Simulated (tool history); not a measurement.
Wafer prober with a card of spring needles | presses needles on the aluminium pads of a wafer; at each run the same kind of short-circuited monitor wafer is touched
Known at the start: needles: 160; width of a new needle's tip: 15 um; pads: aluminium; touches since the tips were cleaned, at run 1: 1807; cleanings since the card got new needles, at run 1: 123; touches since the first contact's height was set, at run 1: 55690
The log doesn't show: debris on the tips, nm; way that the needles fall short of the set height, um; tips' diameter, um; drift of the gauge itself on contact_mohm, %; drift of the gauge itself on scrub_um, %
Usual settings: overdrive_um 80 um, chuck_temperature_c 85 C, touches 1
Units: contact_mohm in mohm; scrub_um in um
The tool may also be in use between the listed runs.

run	hour	overdrive_um	chuck_temperature_c	touches	touches since the tips were cleaned	cleanings since the card got new needles	touches since the first contact's height was set	contact_mohm	scrub_um
1	0	80	85	1	1807	123	55690	270	10.36
# hour 5.6: tips cleaned on abrasive film
# hour 18.1: tips cleaned on abrasive film
2	18.1	80	85	3	0	125	59932	271	10.38
# hour 26.1: height of the first contact set anew
# hour 30.9: tips cleaned on abrasive film
3	36	100	85	1	1207	126	2325	272	12.91
# hour 44: tips cleaned on abrasive film
# hour 56.4: tips cleaned on abrasive film
4	64.3	80	85	1	1877	128	9000	268	10.36
# hour 68.3: tips cleaned on abrasive film
# hour 81: tips cleaned on abrasive film
# hour 93: tips cleaned on abrasive film
# hour 104.5: tips cleaned on abrasive film
5	104.6	80	37	1	17	132	18477	256	10.41
# hour 116.7: tips cleaned on abrasive film
# hour 128.5: tips cleaned on abrasive film
6	128.5	80	37	1	0	134	24091	259	10.39
# hour 141.1: tips cleaned on abrasive film
# hour 153.5: tips cleaned on abrasive film
# hour 166.5: tips cleaned on abrasive film
7	168.1	80	36	1	379	137	33441	258	10.4
# hour 179.2: tips cleaned on abrasive film
8	189.3	80	36	1	2400	138	38438	259	10.38
# hour 191.9: tips cleaned on abrasive film
# hour 205.1: tips cleaned on abrasive film
# hour 216.9: tips cleaned on abrasive film
9	217.4	80	36	1	113	141	45042	259	10.42
# hour 229.5: tips cleaned on abrasive film
# hour 241.3: tips cleaned on abrasive film
10	241.3	80	36	1	0	143	50674	251	10.39
# hour 254.8: tips cleaned on abrasive film
11	260.1	80	36	1	1266	144	55124	257	10.4
# hour 267.8: tips cleaned on abrasive film
# hour 279.6: tips cleaned on abrasive film
12	280.6	80	54	1	222	146	59938	262	10.37
# hour 288.7: height of the first contact set anew
# hour 291.3: tips cleaned on abrasive film
13	300.2	80	54	1	2119	147	2706	261	10.4
# hour 303: tips cleaned on abrasive film
# hour 315.6: tips cleaned on abrasive film
14	322	80	54	1	1512	149	7835	260	10.44
# hour 327.6: tips cleaned on abrasive film
# hour 340.1: tips cleaned on abrasive film
15	344.8	80	54	1	1111	151	13197	260	10.38
# hour 352.1: tips cleaned on abrasive film
# hour 364.4: tips cleaned on abrasive film
# hour 378.2: tips cleaned on abrasive film
16	386.3	97	31	2	1919	154	22984	255	12.54

Forecast run 17:
# hour 391: tips cleaned on abrasive film
# hour 402.4: tips cleaned on abrasive film
17	409.2	97	32	2	1622	156	28382	?	?

{"run 17": {"contact_mohm": 259, "scrub_um": 12.62}}
Without the tool's hidden state the same run would have given contact_mohm 258 mohm, scrub_um 12.62 um.
